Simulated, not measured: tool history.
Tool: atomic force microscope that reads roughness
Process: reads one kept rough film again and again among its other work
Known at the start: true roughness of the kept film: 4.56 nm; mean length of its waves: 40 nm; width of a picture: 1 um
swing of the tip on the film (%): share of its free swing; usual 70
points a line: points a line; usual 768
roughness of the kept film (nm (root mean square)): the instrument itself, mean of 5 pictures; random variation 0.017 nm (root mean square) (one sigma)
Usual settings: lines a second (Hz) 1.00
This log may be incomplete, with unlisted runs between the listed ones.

run   hour  lines a second (Hz)  swing of the tip on the film (%)  points a line  roughness of the kept film (nm (root mean square))
  1    0.0                 1.00                                70            768                                               3.963
      33.9  -- new tip fitted
      80.2  -- new tip fitted
  2   84.5                 1.00                                70            768                                               4.106
     126.4  -- new tip fitted
  3  140.8                 0.85                                70            768                                               3.940
     171.6  -- new tip fitted
  4  177.3                 0.85                                70            768                                               4.091
     218.6  -- new tip fitted
  5  218.6                 0.85                                70            768                                               4.188
     263.5  -- new tip fitted
  6  263.5                 0.85                                70            768                                               4.238
     311.7  -- new tip fitted
  7  341.5                 3.78                                70            337                                               3.376
     359.0  -- new tip fitted
     404.7  -- new tip fitted
  8  419.1                 3.78                                89            337                                               2.993
     452.2  -- new tip fitted
  9  493.1                 3.78                                89            337                                               2.674
     497.6  -- new tip fitted
 10  537.5                 3.78                                89            403                                               2.737
     547.0  -- new tip fitted
     594.3  -- new tip fitted
 11  601.6                 3.78                                89            403                                               3.100

Forecast each of these 3 alternatives for the next run:
     639.9  -- new tip fitted
  A  670.6                 3.78                                69            525                                                   ?
     639.9  -- new tip fitted
  B  670.6                 2.08                                74            534                                                   ?
     639.9  -- new tip fitted
  C  670.6                 3.78                                69            528                                                   ?

run  roughness of the kept film (nm (root mean square))
  A                                               3.376
  B                                               3.484
  C                                               3.383
The same runs, with their run-to-run variation unchanged, on a tool lacking any hidden condition would have given:
run  roughness of the kept film (nm (root mean square))
  A                                               3.802
  B                                               3.921
  C                                               3.809
